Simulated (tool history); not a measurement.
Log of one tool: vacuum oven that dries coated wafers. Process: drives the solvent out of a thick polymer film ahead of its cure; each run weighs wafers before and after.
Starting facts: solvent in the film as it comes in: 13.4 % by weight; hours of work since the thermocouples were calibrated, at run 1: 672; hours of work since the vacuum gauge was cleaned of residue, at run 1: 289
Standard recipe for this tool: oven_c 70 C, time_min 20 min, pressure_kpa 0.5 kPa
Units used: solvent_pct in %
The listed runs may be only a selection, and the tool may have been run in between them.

| run | hour | oven_c | time_min | pressure_kpa | hours of work since the thermocouples were calibrated | hours of work since the vacuum gauge was cleaned of residue | solvent_pct |
|---|---|---|---|---|---|---|---|
| 1 | 0 | 70 | 20 | 0.5 | 672 | 289 | 2.97 |
| 2 | 6 | 70 | 20 | 0.5 | 675 | 292 | 2.89 |
| 3 | 18.4 | 70 | 20 | 0.5 | 681 | 299 | 2.91 |
| 4 | 26.6 | 70 | 20 | 0.5 | 685 | 303 | 3.01 |
| 5 | 40.2 | 70 | 20 | 0.5 | 692 | 309 | 2.9 |
| 6 | 48.1 | 70 | 20 | 0.871 | 696 | 313 | 3.12 |
| 7 | 59.6 | 70 | 30 | 0.5 | 702 | 319 | 1.57 |
| 8 | 73.3 | 70 | 20 | 0.5 | 709 | 326 | 2.98 |
| 9 | 84.9 | 64 | 21 | 0.299 | 714 | 332 | 3.74 |
| 10 | 98.5 | 71 | 31 | 1.506 | 721 | 338 | 1.61 |
| 11 | 112.5 | 71 | 31 | 1.506 | 728 | 345 | 1.63 |
| 12 | 123.8 | 76 | 13 | 0.362 | 734 | 351 | 3.57 |
| 13 | 132.6 | 76 | 20 | 0.871 | 738 | 355 | 2.05 |
| 14 | 138.7 | 76 | 20 | 0.871 | 741 | 358 | 2.11 |
| 15 | 148.9 | 76 | 20 | 0.871 | 746 | 363 | 2.09 |
| 16 | 160.3 | 67 | 13 | 1.092 | 752 | 369 | 5.27 |

Forecast each of these 5 alternatives for the next run:
| A | 168 | 80 | 14 | 1.802 | 756 | 373 | ? |
| B | 168 | 70 | 18 | 0.417 | 756 | 373 | ? |
| C | 168 | 70 | 15 | 1.308 | 756 | 373 | ? |
| D | 168 | 70 | 11 | 0.5 | 756 | 373 | ? |
| E | 168 | 67 | 13 | 0.268 | 756 | 373 | ? |

| run | solvent_pct |
|---|---|
| A | 2.86 |
| B | 3.35 |
| C | 4.2 |
| D | 5.23 |
| E | 5.2 |
Had the tool no hidden state, the same runs would have come out as:
| run | solvent_pct |
|---|---|
| A | 2.65 |
| B | 3.11 |
| C | 3.96 |
| D | 5 |
| E | 4.96 |

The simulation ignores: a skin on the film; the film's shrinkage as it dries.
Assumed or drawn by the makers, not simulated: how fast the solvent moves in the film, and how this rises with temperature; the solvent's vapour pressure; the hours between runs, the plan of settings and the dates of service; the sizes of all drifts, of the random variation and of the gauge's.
